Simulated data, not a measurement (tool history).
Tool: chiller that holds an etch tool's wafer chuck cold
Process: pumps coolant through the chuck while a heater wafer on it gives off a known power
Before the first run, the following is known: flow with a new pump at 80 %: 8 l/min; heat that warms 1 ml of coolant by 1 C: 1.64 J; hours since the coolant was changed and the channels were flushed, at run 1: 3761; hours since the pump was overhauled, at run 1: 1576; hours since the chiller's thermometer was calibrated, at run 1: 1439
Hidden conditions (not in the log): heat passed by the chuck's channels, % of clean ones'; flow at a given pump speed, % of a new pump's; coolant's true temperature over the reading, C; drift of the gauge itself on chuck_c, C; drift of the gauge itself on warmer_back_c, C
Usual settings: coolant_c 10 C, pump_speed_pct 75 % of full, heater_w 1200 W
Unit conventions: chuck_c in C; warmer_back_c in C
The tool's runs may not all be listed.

run,hour,coolant_c,pump_speed_pct,heater_w,hours since the coolant was changed and the channels were flushed,hours since the pump was overhauled,hours since the chiller's thermometer was calibrated,chuck_c,warmer_back_c
1,0.0,10,75,1200,3761,1576,1439,20.37,5.91
2,86.0,10,93,1200,3847,1662,1525,18.77,4.64
3,180.2,10,93,1200,3941,1756,1620,18.71,4.67
4,244.2,10,93,1200,4005,1820,1684,18.78,4.69
5,362.7,10,75,1112,4124,1939,1802,19.69,5.51
# hour 463.1: coolant changed, channels flushed
6,510.5,10,75,1112,47,2081,1944,19.62,5.55
7,584.5,10,75,1200,121,2155,2018,20.35,5.98
8,700.5,9,75,1200,237,2271,2134,19.31,5.99
9,807.5,10,75,1200,344,2378,2241,20.51,5.95
10,903.3,9,75,1200,440,2474,2337,19.35,6.00
11,969.1,9,75,1200,506,2539,2402,19.24,6.01
12,1028.9,9,75,1200,566,2599,2462,19.25,5.97
13,1132.3,9,75,1200,669,2702,2566,19.31,6.04
14,1273.8,10,75,1200,811,2844,2707,20.27,6.05
15,1373.4,10,75,1200,910,2944,2807,20.42,5.99
16,1487.3,10,75,1200,1024,3058,2921,20.31,6.01
17,1556.5,10,95,1541,1093,3127,2990,21.08,5.97
18,1659.6,10,95,1541,1197,3230,3093,21.06,5.97
19,1801.2,10,95,1068,1338,3371,3235,17.70,4.23
# hour 1872.4: chiller's thermometer calibrated
20,1892.8,10,75,805,1429,3462,20,16.93,4.18
21,1953.2,15,75,1332,1489,3522,81,26.54,6.81
22,2094.7,10,75,604,1631,3664,222,15.26,3.18
23,2227.0,10,75,604,1763,3796,355,15.28,3.19
24,2332.6,10,75,779,1869,3902,460,16.81,4.08
25,2469.5,6,75,791,2005,4039,597,12.79,4.12
26,2598.4,12,92,930,2134,4168,726,18.89,3.99
27,2722.5,16,61,615,2258,4292,850,22.07,4.09
28,2832.2,8,61,684,2368,4401,960,14.94,4.49
29,2959.4,19,72,1406,2495,4529,1087,31.47,7.57
30,3058.4,10,89,1443,2594,4628,1186,20.86,6.21
31,3158.5,9,76,769,2694,4728,1286,15.51,4.06
32,3292.5,17,76,1688,2828,4862,1420,31.45,8.46

Below, each run's measurement less what the same run would have read without the hidden state. Both values contain the same run-to-run variation, but the gauge's scatter may not be the same in both:
run,warmer_back_c
1,+0.00
2,+0.01
3,+0.02
4,+0.03
5,+0.04
6,+0.06
7,+0.06
8,+0.07
9,+0.09
10,+0.10
11,+0.10
12,+0.11
13,+0.12
14,+0.14
15,+0.15
16,+0.16
17,+0.16
18,+0.18
19,+0.19
20,+0.21
21,+0.21
22,+0.23
23,+0.24
24,+0.25
25,+0.26
26,+0.27
27,+0.29
28,+0.30
29,+0.32
30,+0.33
31,+0.34
32,+0.35
For chuck_c, the value without the hidden state is never more than 0.03 C from the measured value.
